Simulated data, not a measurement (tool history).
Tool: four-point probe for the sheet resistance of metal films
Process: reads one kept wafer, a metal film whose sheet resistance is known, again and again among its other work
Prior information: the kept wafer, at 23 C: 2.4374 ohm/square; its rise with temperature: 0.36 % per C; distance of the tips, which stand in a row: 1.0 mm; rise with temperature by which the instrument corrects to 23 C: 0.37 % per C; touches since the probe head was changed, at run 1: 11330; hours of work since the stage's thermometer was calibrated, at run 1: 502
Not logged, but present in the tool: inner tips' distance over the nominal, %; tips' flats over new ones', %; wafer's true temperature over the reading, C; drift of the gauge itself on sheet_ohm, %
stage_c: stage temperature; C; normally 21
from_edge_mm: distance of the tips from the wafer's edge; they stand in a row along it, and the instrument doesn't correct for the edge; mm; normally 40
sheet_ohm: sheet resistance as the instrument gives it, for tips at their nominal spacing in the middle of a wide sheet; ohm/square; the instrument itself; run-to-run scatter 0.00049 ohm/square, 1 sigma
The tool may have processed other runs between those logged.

| run | day | stage_c | from_edge_mm | touches since the probe head was changed | hours of work since the stage's thermometer was calibrated | sheet_ohm |
|---|---|---|---|---|---|---|
| 1 | 0 | 21 | 40 | 11330 | 502 | 2.434023 |
| 2 | 0.546 | 21 | 40 | 11563 | 513 | 2.433814 |
| 3 | 1.533 | 32 | 40 | 11983 | 531 | 2.432601 |
| 4 | 2.304 | 32 | 40 | 12313 | 546 | 2.43215 |
| 5 | 3.346 | 21 | 21 | 12755 | 565 | 2.436057 |
| 6 | 4.025 | 21 | 21 | 13045 | 578 | 2.436522 |
| 7 | 4.85 | 21 | 40 | 13396 | 594 | 2.4339 |
| 8 | 5.85 | 21 | 40 | 13823 | 613 | 2.433021 |
| 9 | 6.396 | 21 | 47 | 14056 | 623 | 2.433206 |
| 10 | 7.371 | 21 | 67 | 14471 | 641 | 2.432843 |
| 11 | 8.242 | 21 | 67 | 14841 | 658 | 2.432325 |
| 12 | 8.883 | 21 | 67 | 15116 | 670 | 2.431939 |
| 13 | 9.442 | 21 | 67 | 15354 | 681 | 2.433104 |
| 14 | 9.988 | 21 | 7 | 15585 | 691 | 2.45937 |
| 15 | 10.862 | 21 | 7 | 15958 | 707 | 2.45911 |
| 16 | 11.467 | 21 | 7 | 16216 | 719 | 2.459151 |
| 17 | 12.421 | 21 | 61 | 16621 | 737 | 2.432401 |
| 18 | 13.104 | 21 | 40 | 16913 | 750 | 2.432673 |
| 19 | 14.046 | 21 | 40 | 17314 | 767 | 2.431876 |
| 20 | 14.721 | 21 | 40 | 17602 | 780 | 2.431945 |
| 21 | 15.233 | 21 | 40 | 17820 | 790 | 2.433437 |
| 22 | 16.042 | 21 | 40 | 18165 | 805 | 2.432124 |
| 23 | 16.508 | 27 | 40 | 18364 | 814 | 2.431231 |
| 24 | 17.35 | 32 | 22 | 18723 | 830 | 2.432306 |
| 25 | 18.271 | 34 | 64 | 19115 | 847 | 2.430392 |
| 26 | 19.283 | 34 | 64 | 19546 | 866 | 2.42957 |
| 27 | 20.117 | 19 | 46 | 19901 | 882 | 2.432552 |
| 28 | 21.183 | 30 | 4 | 20355 | 902 | 2.508919 |
| 29 | 21.642 | 31 | 8 | 20551 | 911 | 2.449578 |
| 30 | 22.292 | 19 | 18 | 20827 | 923 | 2.434648 |
| 31 | 22.733 | 19 | 18 | 21017 | 932 | 2.434887 |
| 32 | 23.825 | 23 | 3 | 21480 | 952 | 2.567551 |
| 33 | 24.542 | 23 | 3 | 21786 | 966 | 2.56733 |
| 34 | 25.279 | 23 | 3 | 22100 | 980 | 2.567558 |
| 35 | 26.229 | 23 | 3 | 22506 | 998 | 2.565973 |
| 36 | 26.829 | 18 | 45 | 22762 | 1009 | 2.43194 |
| 37 | 27.662 | 32 | 6 | 23115 | 1025 | 2.464175 |
| 38 | 28.15 | 31 | 19 | 23323 | 1034 | 2.432045 |
| 39 | 29.146 | 34 | 5 | 23748 | 1053 | 2.479213 |
| 40 | 29.696 | 33 | 25 | 23983 | 1063 | 2.428848 |
| 41 | 30.458 | 24 | 11 | 24307 | 1077 | 2.440885 |
| 42 | 31.429 | 24 | 11 | 24721 | 1096 | 2.440439 |
| 43 | 32.462 | 29 | 4 | 25161 | 1115 | 2.506907 |
| 44 | 32.904 | 33 | 5 | 25349 | 1124 | 2.479769 |
| 45 | 33.9 | 30 | 5 | 25774 | 1142 | 2.478443 |
| 46 | 34.883 | 33 | 40 | 26193 | 1161 | 2.428538 |

Some steps in sheet_ohm between neighbouring runs. How much of each would the tool show without its hidden state too (settings, what came in, random variation), and how much is left for the hidden state, with any gauge scatter that isn't in both results?
Run 27 -> 28: stage_c 19 -> 30, from_edge_mm 46 -> 4. sheet_ohm +0.076367 ohm/square: hidden state -0.000221, all else +0.076588.
Run 31 -> 32: stage_c 19 -> 23, from_edge_mm 18 -> 3. sheet_ohm +0.132664 ohm/square: hidden state -0.000449, all else +0.133113.
Run 35 -> 36: stage_c 23 -> 18, from_edge_mm 3 -> 45. sheet_ohm -0.134033 ohm/square: hidden state +0.000266, all else -0.134299.
Run 42 -> 43: stage_c 24 -> 29, from_edge_mm 11 -> 4. sheet_ohm +0.066468 ohm/square: hidden state -0.000262, all else +0.06673.

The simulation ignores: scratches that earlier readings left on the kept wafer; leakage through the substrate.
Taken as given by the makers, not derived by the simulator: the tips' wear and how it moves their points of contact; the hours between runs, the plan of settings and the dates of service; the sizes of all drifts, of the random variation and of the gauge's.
